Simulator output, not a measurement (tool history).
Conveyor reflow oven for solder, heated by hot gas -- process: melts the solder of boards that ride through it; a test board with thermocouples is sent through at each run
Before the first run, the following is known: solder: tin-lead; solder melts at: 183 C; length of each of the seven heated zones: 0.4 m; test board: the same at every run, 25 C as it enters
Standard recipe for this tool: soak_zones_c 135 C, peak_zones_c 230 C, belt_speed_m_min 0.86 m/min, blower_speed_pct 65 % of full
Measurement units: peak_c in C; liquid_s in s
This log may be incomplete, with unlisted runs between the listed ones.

| run | day | soak_zones_c | peak_zones_c | belt_speed_m_min | blower_speed_pct | peak_c | liquid_s |
|---|---|---|---|---|---|---|---|
| 1 | 0 | 135 | 230 | 0.86 | 65 | 216.1 | 40.89 |
| 2 | 1.317 | 135 | 230 | 0.86 | 65 | 216 | 41.01 |
| 3 | 1.883 | 141 | 230 | 0.86 | 65 | 216.9 | 43.01 |
| 4 | 3.1 | 141 | 230 | 0.86 | 65 | 216.9 | 42.93 |
| 5 | 4.058 | 141 | 230 | 0.86 | 65 | 216.9 | 42.98 |
| 6 | 4.912 | 142 | 230 | 0.86 | 65 | 217.3 | 43.4 |
| 7 | 5.621 | 135 | 230 | 0.86 | 65 | 215.9 | 41.11 |
| 8 | 6.779 | 135 | 230 | 0.86 | 80 | 218.2 | 42.49 |
| 9 | 7.754 | 135 | 222 | 0.86 | 65 | 209.1 | 36.67 |
| 10 | 8.7 | 135 | 230 | 0.86 | 62 | 215.7 | 40.66 |
| 11 | 9.562 | 135 | 230 | 0.86 | 62 | 215.5 | 40.43 |
| 12 | 10.117 | 135 | 230 | 0.86 | 65 | 216.1 | 40.87 |
| 13 | 11.154 | 135 | 230 | 0.86 | 65 | 216 | 40.92 |
| 14 | 11.742 | 135 | 230 | 0.86 | 65 | 216.2 | 41.01 |
| 15 | 12.308 | 135 | 230 | 0.86 | 65 | 216.1 | 41.01 |
| 16 | 12.896 | 135 | 242 | 0.969 | 65 | 222.6 | 38.87 |
| 17 | 14.062 | 135 | 232 | 0.969 | 57 | 212.5 | 33.5 |
| 18 | 15.346 | 149 | 227 | 0.955 | 67 | 212.9 | 38.42 |
| 19 | 16.321 | 149 | 239 | 0.86 | 65 | 226.3 | 49.47 |
| 20 | 17.546 | 135 | 230 | 0.771 | 57 | 217.7 | 47.13 |
| 21 | 18.133 | 135 | 228 | 0.86 | 65 | 214.4 | 39.87 |
| 22 | 19.162 | 135 | 230 | 0.86 | 65 | 216.3 | 40.78 |
| 23 | 19.912 | 135 | 230 | 0.86 | 65 | 216 | 40.8 |
| 24 | 20.721 | 135 | 230 | 0.86 | 81 | 218.1 | 42.53 |
| 25 | 21.958 | 135 | 230 | 0.86 | 81 | 218 | 42.52 |
| 26 | 22.958 | 143 | 230 | 0.954 | 65 | 214.3 | 37.36 |
| 27 | 24.246 | 143 | 222 | 0.838 | 65 | 210.7 | 41.24 |
| 28 | 24.817 | 143 | 222 | 0.838 | 65 | 210.8 | 41.17 |
| 29 | 25.483 | 125 | 222 | 0.947 | 65 | 204.3 | 27.22 |
| 30 | 26.212 | 135 | 233 | 0.86 | 70 | 219.4 | 42.89 |

Below are 4 alternative next runs, each starting from the tool's condition after run 30. Predict each:
| A | 26.908 | 135 | 233 | 0.695 | 78 | ? | ? |
| B | 26.908 | 146 | 220 | 0.806 | 70 | ? | ? |
| C | 26.908 | 123 | 233 | 0.727 | 55 | ? | ? |
| D | 26.908 | 135 | 221 | 0.86 | 89 | ? | ? |

| run | peak_c | liquid_s |
|---|---|---|
| A | 225.6 | 57.94 |
| B | 210.6 | 44.31 |
| C | 220.3 | 48.56 |
| D | 210.6 | 38.62 |
Had the tool no hidden state, the same runs would have come out as:
| run | peak_c | liquid_s |
|---|---|---|
| A | 225.6 | 57.94 |
| B | 210.7 | 44.33 |
| C | 220.4 | 48.58 |
| D | 210.7 | 38.65 |
